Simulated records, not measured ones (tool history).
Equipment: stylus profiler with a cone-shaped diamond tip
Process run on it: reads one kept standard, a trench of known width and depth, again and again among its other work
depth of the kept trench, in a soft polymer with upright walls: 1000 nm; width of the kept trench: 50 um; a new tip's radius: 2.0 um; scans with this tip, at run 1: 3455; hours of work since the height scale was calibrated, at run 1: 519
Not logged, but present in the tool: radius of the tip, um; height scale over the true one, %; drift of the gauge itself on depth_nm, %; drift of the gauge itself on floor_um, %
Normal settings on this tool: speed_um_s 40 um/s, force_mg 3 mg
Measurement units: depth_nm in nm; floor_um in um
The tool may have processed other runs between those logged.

| run | hour | speed_um_s | force_mg | scans with this tip | hours of work since the height scale was calibrated | depth_nm | floor_um |
|---|---|---|---|---|---|---|---|
| 1 | 0 | 40 | 3 | 3455 | 519 | 1011.02 | 45.66 |
| 2 | 71.9 | 40 | 1.12 | 3706 | 557 | 1004.63 | 45.48 |
| 3 | 141.1 | 40 | 1.12 | 3949 | 593 | 1005.04 | 45.42 |
| 4 | 192.8 | 40 | 1.12 | 4130 | 620 | 1004.64 | 45.38 |
| 5 | 261.8 | 40 | 1.12 | 4371 | 656 | 1004.35 | 45.42 |
| 6 | 319.1 | 40 | 1.12 | 4572 | 686 | 1004.53 | 45.34 |
| 7 | 381.6 | 24 | 3 | 4791 | 719 | 1010.34 | 45.51 |
| 8 | 453 | 24 | 3 | 5041 | 757 | 1010.72 | 45.37 |
| 9 | 488.9 | 24 | 3 | 5166 | 776 | 1009.84 | 45.46 |
| 10 | 520.4 | 40 | 1.43 | 5277 | 792 | 1004.92 | 45.25 |
| 11 | 564.4 | 40 | 3 | 5430 | 815 | 1009.94 | 45.28 |
| 12 | 605.7 | 40 | 1.52 | 5575 | 837 | 1005.35 | 45.19 |
| 13 | 642.5 | 40 | 3 | 5704 | 856 | 1009.75 | 45.24 |
| 14 | 701.8 | 40 | 3 | 5912 | 888 | 1010.15 | 45.22 |
| 15 | 760.3 | 40 | 3 | 6116 | 918 | 1009.55 | 45.19 |
| 16 | 834.4 | 40 | 3 | 6376 | 957 | 1009.55 | 45.13 |
| 17 | 893.5 | 40 | 3.15 | 6583 | 988 | 1009.64 | 45.09 |
| 18 | 944.8 | 40 | 4.6 | 6762 | 1015 | 1013.82 | 45.16 |
| 19 | 1013.3 | 40 | 4.02 | 7002 | 1051 | 1011.72 | 45.03 |
| 20 | 1069.3 | 42 | 3 | 7198 | 1081 | 1009.32 | 44.99 |
| 21 | 1141.3 | 42 | 3 | 7450 | 1119 | 1008.83 | 44.92 |
| 22 | 1183.4 | 96 | 3 | 7597 | 1141 | 1008.47 | 44.82 |
| 23 | 1249.5 | 96 | 3 | 7829 | 1176 | 1008.83 | 44.7 |
| 24 | 1311.2 | 22 | 1.42 | 8045 | 1208 | 1003.32 | 44.92 |
| 25 | 1348.8 | 85 | 1.28 | 8177 | 1228 | 1003.3 | 44.49 |
| 26 | 1423.1 | 85 | 1.28 | 8437 | 1267 | 1002.79 | 44.54 |
|  | 1429.8 | height scale calibrated on a step standard |
| 27 | 1490.9 | 86 | 2.77 | 8672 | 32 | 1004.99 | 44.61 |
| 28 | 1563.9 | 86 | 2.77 | 8928 | 70 | 1005.04 | 44.55 |
| 29 | 1638.4 | 85 | 2.18 | 9188 | 110 | 1002.58 | 44.47 |
| 30 | 1670.8 | 20 | 1.47 | 9302 | 127 | 1000.33 | 44.76 |
| 31 | 1743 | 38 | 6.03 | 9555 | 165 | 1012.6 | 44.69 |
| 32 | 1776.8 | 38 | 6.03 | 9673 | 182 | 1012.82 | 44.73 |
| 33 | 1817.6 | 38 | 6.03 | 9816 | 204 | 1012.9 | 44.63 |
|  | 1877.1 | height scale calibrated on a step standard, once more |
| 34 | 1890.2 | 36 | 6.34 | 10068 | 7 | 1021.39 | 44.67 |
| 35 | 1937.1 | 40 | 2.4 | 10233 | 32 | 1010.92 | 44.61 |
| 36 | 1998.4 | 89 | 4.22 | 10447 | 64 | 1016.24 | 44.41 |
| 37 | 2039.7 | 83 | 3.67 | 10592 | 85 | 1014.44 | 44.43 |
| 38 | 2072.4 | 83 | 3.67 | 10706 | 103 | 1014.56 | 44.39 |
| 39 | 2136.9 | 66 | 6.35 | 10932 | 137 | 1021.04 | 44.47 |
| 40 | 2194.3 | 66 | 6.35 | 11133 | 167 | 1020.66 | 44.46 |
| 41 | 2226 | 95 | 1.16 | 11244 | 183 | 1006.65 | 44.04 |
| 42 | 2277.5 | 95 | 1.16 | 11424 | 210 | 1006.37 | 43.96 |
| 43 | 2331.7 | 95 | 1.16 | 11614 | 239 | 1006.16 | 43.99 |
| 44 | 2388.7 | 95 | 1.16 | 11813 | 269 | 1005.99 | 43.91 |
| 45 | 2437 | 95 | 1.16 | 11982 | 294 | 1005.35 | 43.88 |

Branching from run 45: 4 alternative next runs. What would each branch give?
| A | 2495.8 | 40 | 2.66 | 12188 | 325 | ? | ? |
| B | 2495.8 | 40 | 5.72 | 12188 | 325 | ? | ? |
| C | 2495.8 | 57 | 7.37 | 12188 | 325 | ? | ? |
| D | 2495.8 | 11 | 1.16 | 12188 | 325 | ? | ? |

| run | depth_nm | floor_um |
|---|---|---|
| A | 1010.74 | 44.3 |
| B | 1019.13 | 44.35 |
| C | 1022.5 | 44.38 |
| D | 1005.63 | 44.36 |
What these runs would have given with no unlogged condition in the tool:
| run | depth_nm | floor_um |
|---|---|---|
| A | 1011.92 | 46.36 |
| B | 1020.32 | 46.41 |
| C | 1023.69 | 46.44 |
| D | 1006.8 | 46.43 |
